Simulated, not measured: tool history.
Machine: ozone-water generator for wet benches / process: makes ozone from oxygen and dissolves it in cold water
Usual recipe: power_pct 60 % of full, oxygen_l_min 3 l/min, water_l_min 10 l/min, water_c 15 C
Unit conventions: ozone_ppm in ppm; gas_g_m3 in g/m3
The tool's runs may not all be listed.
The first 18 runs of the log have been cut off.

run,day,power_pct,oxygen_l_min,water_l_min,water_c,ozone_ppm,gas_g_m3
19,80.65,53,3,15,15,14,161
20,82.942,79,3,7,15,37,223.1
21,88.342,79,3,7,15,36.8,221.8
22,92.017,78,3,16,15,18.1,220.2
23,95.833,45,3,10,15,17.3,140
24,100.796,45,3,10,15,17.7,141.7
25,104.442,92,3,10,22,28.4,251.7
26,107.242,92,1.76,10,22,26.2,311.4
27,111.454,92,1.71,7,22,34.6,315.2
28,114.671,91,1.71,9,22,28.2,311.9

For run 29, what comes out?
29,119.808,91,1.71,9,22,?,?

ozone_ppm: 27.8 ppm
gas_g_m3: 310.8 g/m3
With the hidden condition absent and the run-to-run variation left alone, this run would have shown ozone_ppm 32 ppm, gas_g_m3 340.2 g/m3.

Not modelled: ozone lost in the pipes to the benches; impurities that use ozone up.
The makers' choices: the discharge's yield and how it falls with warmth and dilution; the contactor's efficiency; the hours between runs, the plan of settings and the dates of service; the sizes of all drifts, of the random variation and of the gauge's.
